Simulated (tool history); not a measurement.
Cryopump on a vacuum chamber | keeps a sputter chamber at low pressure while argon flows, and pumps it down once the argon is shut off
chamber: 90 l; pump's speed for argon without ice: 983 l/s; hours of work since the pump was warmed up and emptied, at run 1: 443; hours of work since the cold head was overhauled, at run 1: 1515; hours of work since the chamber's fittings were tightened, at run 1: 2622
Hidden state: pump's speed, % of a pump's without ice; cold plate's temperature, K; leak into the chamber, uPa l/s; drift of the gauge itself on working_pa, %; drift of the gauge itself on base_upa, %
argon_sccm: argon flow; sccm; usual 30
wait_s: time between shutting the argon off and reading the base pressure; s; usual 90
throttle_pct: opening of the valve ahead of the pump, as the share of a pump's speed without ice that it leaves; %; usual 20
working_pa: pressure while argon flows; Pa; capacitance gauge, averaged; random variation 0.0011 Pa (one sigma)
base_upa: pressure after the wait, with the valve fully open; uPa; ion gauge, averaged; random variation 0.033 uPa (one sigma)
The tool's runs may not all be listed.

run    hour  argon_sccm  wait_s  throttle_pct  hours of work since the pump was warmed up and emptied  hours of work since the cold head was overhauled  hours of work since the chamber's fittings were tightened  working_pa  base_upa
  1     0.0          30      90            20                                                     443                                              1515                                                       2622      0.2795      6.02
  2    77.3          30      90            20                                                     495                                              1567                                                       2674      0.2836      6.09
      131.4  -- pump warmed up, emptied and cooled again
  3   159.9          15      90            20                                                      19                                              1619                                                       2726      0.1299      4.74
  4   224.1          15      90            20                                                      62                                              1662                                                       2769      0.1318      5.12
  5   292.9          15      90            20                                                     109                                              1709                                                       2815      0.1298      5.15
  6   330.0          15      90            20                                                     134                                              1734                                                       2840      0.1321      5.29
  7   410.5          30      90            20                                                     188                                              1788                                                       2894      0.2676      5.56
  8   471.6          30      90            16                                                     229                                              1829                                                       2935      0.3334      5.73
  9   548.1          30      90            16                                                     280                                              1880                                                       2987      0.3340      6.05
      582.9  -- leaking fittings of the chamber tightened, without venting
 10   595.8          28      90            16                                                     311                                              1911                                                          9      0.3129      1.90
 11   650.4          28      90            16                                                     348                                              1948                                                         45      0.3145      1.94
 12   722.3          28      90            16                                                     396                                              1996                                                         94      0.3201      2.08
 13   802.6          30      90            24                                                     450                                              2050                                                        148      0.2370      2.16
 14   839.5          30      90            18                                                     475                                              2075                                                        173      0.3110      2.20
 15   874.6          28      33            37                                                     498                                              2098                                                        196      0.1538      4.83
      927.2  -- pump warmed up, emptied and cooled again
 16   945.7          28      33            37                                                      12                                              2143                                                        241      0.1316      4.53
 17   983.8          14      27            44                                                      38                                              2168                                                        266      0.0566      5.57
 18  1037.3          14      81            20                                                      74                                              2204                                                        302      0.1208      2.34
 19  1118.3          31      26            20                                                     128                                              2259                                                        357      0.2703      5.95
 20  1196.9          30     105            35                                                     181                                              2312                                                        409      0.1564      2.18
 21  1277.4          26     242            20                                                     235                                              2366                                                        464      0.2334      1.58

Forecast each of these 4 alternatives for the next run:
  A  1358.9          15     150            20                                                     290                                              2421                                                        518           ?         ?
  B  1358.9          33      55            25                                                     290                                              2421                                                        518           ?         ?
  C  1358.9          15      63            49                                                     290                                              2421                                                        518           ?         ?
  D  1358.9          34      97            32                                                     290                                              2421                                                        518           ?         ?

run  working_pa  base_upa
  A      0.1355      1.96
  B      0.2405      3.47
  C      0.0587      3.15
  D      0.1989      2.57
Without the tool's hidden state the same runs would have given:
run  working_pa  base_upa
  A      0.1290      1.14
  B      0.2261      2.63
  C      0.0521      2.31
  D      0.1841      1.71

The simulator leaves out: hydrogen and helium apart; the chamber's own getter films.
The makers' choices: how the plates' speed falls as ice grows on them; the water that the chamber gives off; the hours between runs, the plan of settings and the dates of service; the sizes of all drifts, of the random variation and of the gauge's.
